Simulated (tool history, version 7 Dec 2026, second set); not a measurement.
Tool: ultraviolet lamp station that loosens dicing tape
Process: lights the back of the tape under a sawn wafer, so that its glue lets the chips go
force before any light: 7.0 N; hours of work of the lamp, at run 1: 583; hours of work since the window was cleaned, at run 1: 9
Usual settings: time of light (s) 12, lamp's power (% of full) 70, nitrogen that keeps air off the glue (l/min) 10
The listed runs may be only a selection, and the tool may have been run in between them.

run   hour  time of light (s)  lamp's power (% of full)  nitrogen that keeps air off the glue (l/min)  hours of work of the lamp  hours of work since the window was cleaned  force that peels the tape off (N)  light that reached the tape (mJ/cm2)
  1    0.0                 12                        70                                            10                        583                                           9                              1.301                                   221
  2   27.6                 12                        70                                            10                        598                                          24                              1.344                                   212
  3   61.6                 12                        70                                            10                        617                                          43                              1.328                                   210
  4   77.3                 12                        70                                            10                        625                                          52                              1.359                                   210
  5   99.0                 12                        70                                            10                        637                                          63                              1.380                                   203
  6  122.8                  9                        70                                            10                        650                                          76                              2.016                                   158
  7  149.8                 12                        70                                            10                        665                                          91                              1.471                                   202
     156.8  -- lamp changed
  8  186.5                 12                        70                                            10                         16                                         110                              0.852                                   277
  9  210.6                 12                        70                                            10                         29                                         124                              0.831                                   278
 10  242.6                 12                        70                                            10                         47                                         141                              0.912                                   275
 11  261.2                 12                        70                                            10                         57                                         151                              0.869                                   270
 12  291.0                 12                        70                                            10                         73                                         167                              0.890                                   275
 13  314.2                 19                        84                                            10                         86                                         180                              0.271                                   509
 14  332.0                 12                        61                                            10                         95                                         190                              1.144                                   233
 15  347.3                 21                        61                                            17                        104                                         198                              0.306                                   411
 16  370.8                 16                        78                                             4                        117                                         211                              0.815                                   397
 17  408.0                  6                        92                                             6                        137                                         231                              2.202                                   177
 18  438.3                  7                        70                                            15                        153                                         248                              1.801                                   149
 19  470.4                  7                        70                                            15                        171                                         265                              1.756                                   148

Alternative continuations, all from the tool just after run 19; predict every row:
  A  501.2                  7                        70                                            10                        188                                         282                                  ?                                     ?
  B  501.2                 15                        70                                            11                        188                                         282                                  ?                                     ?
  C  501.2                  7                        80                                             7                        188                                         282                                  ?                                     ?
  D  501.2                 12                        70                                            14                        188                                         282                                  ?                                     ?

run  force that peels the tape off (N)  light that reached the tape (mJ/cm2)
  A                              2.101                                   147
  B                              0.634                                   319
  C                              2.121                                   169
  D                              0.823                                   253
The same runs, with their run-to-run variation unchanged, on a tool lacking any hidden condition would have given:
run  force that peels the tape off (N)  light that reached the tape (mJ/cm2)
  A                              1.807                                   167
  B                              0.498                                   361
  C                              1.821                                   191
  D                              0.649                                   286

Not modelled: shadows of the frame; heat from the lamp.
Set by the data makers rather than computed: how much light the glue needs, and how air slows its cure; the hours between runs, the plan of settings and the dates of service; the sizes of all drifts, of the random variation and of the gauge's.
